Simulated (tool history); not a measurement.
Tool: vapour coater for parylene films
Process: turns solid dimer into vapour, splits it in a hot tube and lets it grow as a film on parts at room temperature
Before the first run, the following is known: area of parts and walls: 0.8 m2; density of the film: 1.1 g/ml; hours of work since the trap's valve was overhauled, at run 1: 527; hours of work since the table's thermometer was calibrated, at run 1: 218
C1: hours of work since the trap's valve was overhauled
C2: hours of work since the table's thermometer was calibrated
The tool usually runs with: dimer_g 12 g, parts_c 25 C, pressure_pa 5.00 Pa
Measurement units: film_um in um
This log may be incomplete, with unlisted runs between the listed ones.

{"run": 1, "hour": 0.0, "dimer_g": 12, "parts_c": 25, "pressure_pa": 5.0, "C1": 527, "C2": 218, "film_um": 6.11}
{"run": 2, "hour": 23.4, "dimer_g": 12, "parts_c": 25, "pressure_pa": 5.0, "C1": 546, "C2": 237, "film_um": 6.03}
{"run": 3, "hour": 66.5, "dimer_g": 12, "parts_c": 25, "pressure_pa": 5.0, "C1": 581, "C2": 272, "film_um": 6.01}
{"run": 4, "hour": 99.8, "dimer_g": 12, "parts_c": 25, "pressure_pa": 5.0, "C1": 608, "C2": 299, "film_um": 5.96}
{"run": 5, "hour": 132.4, "dimer_g": 12, "parts_c": 27, "pressure_pa": 5.0, "C1": 634, "C2": 325, "film_um": 5.4}
{"hour": 148.7, "done": "trap's valve overhauled"}
{"run": 6, "hour": 157.0, "dimer_g": 12, "parts_c": 27, "pressure_pa": 5.0, "C1": 7, "C2": 342, "film_um": 6.24}
{"run": 7, "hour": 176.3, "dimer_g": 12, "parts_c": 27, "pressure_pa": 5.0, "C1": 22, "C2": 358, "film_um": 6.24}
{"run": 8, "hour": 206.7, "dimer_g": 12, "parts_c": 27, "pressure_pa": 5.0, "C1": 47, "C2": 382, "film_um": 6.27}
{"run": 9, "hour": 247.7, "dimer_g": 12, "parts_c": 25, "pressure_pa": 5.0, "C1": 80, "C2": 416, "film_um": 6.72}
{"run": 10, "hour": 282.5, "dimer_g": 12, "parts_c": 25, "pressure_pa": 5.0, "C1": 109, "C2": 444, "film_um": 6.77}
{"run": 11, "hour": 326.5, "dimer_g": 12, "parts_c": 25, "pressure_pa": 5.0, "C1": 144, "C2": 480, "film_um": 6.73}
{"run": 12, "hour": 353.9, "dimer_g": 12, "parts_c": 25, "pressure_pa": 5.0, "C1": 166, "C2": 502, "film_um": 6.71}
{"run": 13, "hour": 385.7, "dimer_g": 12, "parts_c": 25, "pressure_pa": 5.0, "C1": 192, "C2": 528, "film_um": 6.65}
{"run": 14, "hour": 425.5, "dimer_g": 12, "parts_c": 25, "pressure_pa": 5.0, "C1": 225, "C2": 560, "film_um": 6.61}
{"run": 15, "hour": 448.1, "dimer_g": 12, "parts_c": 25, "pressure_pa": 5.0, "C1": 243, "C2": 578, "film_um": 6.52}
{"run": 16, "hour": 483.0, "dimer_g": 8, "parts_c": 30, "pressure_pa": 5.0, "C1": 271, "C2": 607, "film_um": 3.48}
{"run": 17, "hour": 519.7, "dimer_g": 18, "parts_c": 25, "pressure_pa": 5.0, "C1": 301, "C2": 636, "film_um": 9.77}
{"run": 18, "hour": 558.8, "dimer_g": 18, "parts_c": 25, "pressure_pa": 5.0, "C1": 333, "C2": 668, "film_um": 9.65}
{"run": 19, "hour": 579.5, "dimer_g": 18, "parts_c": 25, "pressure_pa": 5.0, "C1": 349, "C2": 685, "film_um": 9.69}
{"run": 20, "hour": 608.7, "dimer_g": 19, "parts_c": 33, "pressure_pa": 3.32, "C1": 373, "C2": 708, "film_um": 7.43}
{"run": 21, "hour": 646.6, "dimer_g": 19, "parts_c": 27, "pressure_pa": 10.34, "C1": 404, "C2": 739, "film_um": 8.49}
{"run": 22, "hour": 669.4, "dimer_g": 18, "parts_c": 31, "pressure_pa": 2.81, "C1": 422, "C2": 758, "film_um": 7.8}
{"run": 23, "hour": 698.4, "dimer_g": 18, "parts_c": 36, "pressure_pa": 2.56, "C1": 446, "C2": 781, "film_um": 6.22}
{"run": 24, "hour": 738.7, "dimer_g": 5, "parts_c": 23, "pressure_pa": 2.56, "C1": 479, "C2": 814, "film_um": 3.11}
{"run": 25, "hour": 773.9, "dimer_g": 12, "parts_c": 26, "pressure_pa": 2.01, "C1": 507, "C2": 842, "film_um": 6.53}
{"run": 26, "hour": 816.5, "dimer_g": 12, "parts_c": 25, "pressure_pa": 6.58, "C1": 542, "C2": 877, "film_um": 5.95}
{"run": 27, "hour": 857.4, "dimer_g": 12, "parts_c": 25, "pressure_pa": 6.58, "C1": 575, "C2": 910, "film_um": 5.83}
{"run": 28, "hour": 887.4, "dimer_g": 5, "parts_c": 24, "pressure_pa": 5.0, "C1": 599, "C2": 934, "film_um": 2.63}
{"run": 29, "hour": 912.2, "dimer_g": 5, "parts_c": 24, "pressure_pa": 5.78, "C1": 619, "C2": 955, "film_um": 2.59}

Here are 4 independent what-if runs from the current tool condition. What would each one return?
{"hour": 949.4, "done": "trap's valve overhauled"}
{"run": "A", "hour": 950.7, "dimer_g": 5, "parts_c": 24, "pressure_pa": 6.2, "C1": 1, "C2": 983, "film_um": "?"}
{"hour": 949.4, "done": "trap's valve overhauled"}
{"run": "B", "hour": 950.7, "dimer_g": 13, "parts_c": 32, "pressure_pa": 5.56, "C1": 1, "C2": 983, "film_um": "?"}
{"hour": 949.4, "done": "trap's valve overhauled"}
{"run": "C", "hour": 950.7, "dimer_g": 18, "parts_c": 24, "pressure_pa": 5.78, "C1": 1, "C2": 983, "film_um": "?"}
{"hour": 949.4, "done": "trap's valve overhauled"}
{"run": "D", "hour": 950.7, "dimer_g": 8, "parts_c": 28, "pressure_pa": 3.12, "C1": 1, "C2": 983, "film_um": "?"}

run=A film_um=2.98
run=B film_um=5.40
run=C film_um=10.74
run=D film_um=4.28
With the hidden condition removed and each run's random variation left untouched, the same runs would have given:
run=A film_um=2.95
run=B film_um=5.36
run=C film_um=10.65
run=D film_um=4.24

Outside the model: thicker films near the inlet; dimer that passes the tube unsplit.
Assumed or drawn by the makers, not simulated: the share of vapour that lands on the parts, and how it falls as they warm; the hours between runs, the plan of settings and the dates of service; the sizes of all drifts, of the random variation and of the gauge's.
